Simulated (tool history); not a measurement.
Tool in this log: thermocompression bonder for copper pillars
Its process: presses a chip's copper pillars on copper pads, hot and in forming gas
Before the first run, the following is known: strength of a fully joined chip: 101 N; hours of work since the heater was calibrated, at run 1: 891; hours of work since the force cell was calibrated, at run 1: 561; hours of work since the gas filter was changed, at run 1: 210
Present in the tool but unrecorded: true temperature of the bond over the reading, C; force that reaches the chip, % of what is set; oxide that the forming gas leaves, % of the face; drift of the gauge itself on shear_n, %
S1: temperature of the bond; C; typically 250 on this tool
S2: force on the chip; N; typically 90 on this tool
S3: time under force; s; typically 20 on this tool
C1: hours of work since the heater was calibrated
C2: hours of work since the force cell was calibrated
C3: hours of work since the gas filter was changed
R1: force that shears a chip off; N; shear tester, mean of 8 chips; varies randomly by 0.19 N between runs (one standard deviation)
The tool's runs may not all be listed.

Run 1, hour 0.0: usual settings; C1 891; C2 561; C3 210. Result: R1 50.7 N.
Run 2, hour 32.0: usual settings; C1 911; C2 580; C3 230. Result: R1 50.8 N.
Run 3, hour 83.6: usual settings but S1 246 C; C1 942; C2 612; C3 261. Result: R1 47.9 N.
Run 4, hour 126.9: usual settings but S1 246 C; C1 968; C2 638; C3 288. Result: R1 47.6 N.
At hour 159.3: heater calibrated with a thermocouple chip.
Run 5, hour 182.4: usual settings but S1 246 C; C1 14; C2 671; C3 320. Result: R1 47.4 N.
At hour 194.7: forming gas filter changed.
Run 6, hour 246.8: usual settings but S1 246 C; C1 53; C2 710; C3 32. Result: R1 47.9 N.
Run 7, hour 290.0: usual settings but S1 246 C; C1 79; C2 736; C3 58. Result: R1 47.7 N.
Run 8, hour 350.0: usual settings but S1 246 C; C1 116; C2 772; C3 95. Result: R1 47.8 N.
Run 9, hour 385.4: usual settings but S1 246 C, S2 76 N; C1 138; C2 794; C3 116. Result: R1 42.9 N.
Run 10, hour 414.7: usual settings but S1 246 C, S2 76 N; C1 155; C2 812; C3 134. Result: R1 43.2 N.
Run 11, hour 481.3: usual settings but S1 246 C, S2 76 N; C1 196; C2 853; C3 175. Result: R1 43.2 N.
Run 12, hour 545.1: usual settings but S1 246 C, S2 70 N; C1 235; C2 891; C3 214. Result: R1 41.2 N.
Run 13, hour 598.4: usual settings but S1 246 C, S2 70 N; C1 267; C2 924; C3 246. Result: R1 40.7 N.
Run 14, hour 666.3: usual settings but S1 246 C, S2 70 N; C1 309; C2 965; C3 288. Result: R1 40.7 N.
Run 15, hour 716.1: usual settings but S1 246 C, S2 70 N; C1 339; C2 996; C3 318. Result: R1 41.0 N.
At hour 732.2: forming gas filter changed.
Run 16, hour 768.0: usual settings but S1 246 C, S2 70 N; C1 370; C2 1027; C3 22. Result: R1 40.7 N.
Run 17, hour 832.7: usual settings but S1 223 C; C1 410; C2 1066; C3 61. Result: R1 33.2 N.
Run 18, hour 883.8: usual settings but S1 223 C; C1 441; C2 1098; C3 92. Result: R1 32.8 N.
Run 19, hour 943.6: usual settings but S1 256 C; C1 478; C2 1134; C3 129. Result: R1 53.8 N.
Run 20, hour 995.6: usual settings but S1 256 C; C1 509; C2 1166; C3 161. Result: R1 53.4 N.
Run 21, hour 1053.4: usual settings but S1 263 C, S2 73 N, S3 15 s; C1 545; C2 1201; C3 196. Result: R1 47.5 N.
Run 22, hour 1101.8: usual settings but S1 259 C, S2 57 N, S3 15 s; C1 574; C2 1231; C3 225. Result: R1 38.9 N.
Run 23, hour 1162.7: usual settings but S1 265 C, S2 62 N; C1 611; C2 1268; C3 262. Result: R1 49.0 N.
Run 24, hour 1199.3: usual settings but S1 233 C; C1 633; C2 1290; C3 285. Result: R1 39.1 N.
Run 25, hour 1230.6: usual settings but S1 257 C, S2 74 N, S3 28 s; C1 653; C2 1309; C3 304. Result: R1 55.0 N.
At hour 1237.7: force cell calibrated.
At hour 1274.8: forming gas filter changed.
Run 26, hour 1278.7: usual settings but S2 103 N; C1 681; C2 25; C3 2. Result: R1 53.4 N.
Run 27, hour 1317.2: usual settings but S2 103 N; C1 704; C2 48; C3 26. Result: R1 53.4 N.
Run 28, hour 1355.6: usual settings but S1 245 C, S2 116 N, S3 23 s; C1 728; C2 72; C3 49. Result: R1 55.6 N.
Run 29, hour 1402.5: usual settings but S1 245 C, S2 116 N, S3 23 s; C1 756; C2 100; C3 78. Result: R1 56.2 N.
Run 30, hour 1450.3: usual settings but S1 280 C, S2 128 N, S3 32 s; C1 785; C2 129; C3 107. Result: R1 85.3 N.
Run 31, hour 1488.9: usual settings but S1 221 C, S2 72 N, S3 16 s; C1 809; C2 153; C3 130. Result: R1 24.8 N.
Run 32, hour 1518.2: usual settings but S1 266 C, S2 118 N, S3 19 s; C1 827; C2 171; C3 148. Result: R1 67.2 N.
Run 33, hour 1580.6: usual settings but S1 275 C, S2 65 N, S3 13 s; C1 865; C2 209; C3 186. Result: R1 48.8 N.
Run 34, hour 1641.8: usual settings but S1 241 C, S2 70 N; C1 902; C2 246; C3 224. Result: R1 37.4 N.
Run 35, hour 1689.5: usual settings but S1 276 C, S2 120 N; C1 931; C2 275; C3 253. Result: R1 74.3 N.
Run 36, hour 1739.2: usual settings but S1 248 C, S2 104 N; C1 961; C2 305; C3 283. Result: R1 52.3 N.

Hidden state or all else? Some run-to-run changes of R1, split into what the settings, what came in and random variation would give without the hidden state, and what is left for the hidden state (with any gauge scatter that isn't in both results):
Run 30 -> 31: S1 280 -> 221, S2 128 -> 72, S3 32 -> 16. R1 -60.5 N: hidden state +1.4, all else -61.9.
Run 31 -> 32: S1 221 -> 266, S2 72 -> 118, S3 16 -> 19. R1 +42.4 N: hidden state -0.9, all else +43.3.
Run 34 -> 35: S1 241 -> 276, S2 70 -> 120. R1 +36.9 N: hidden state -0.9, all else +37.8.
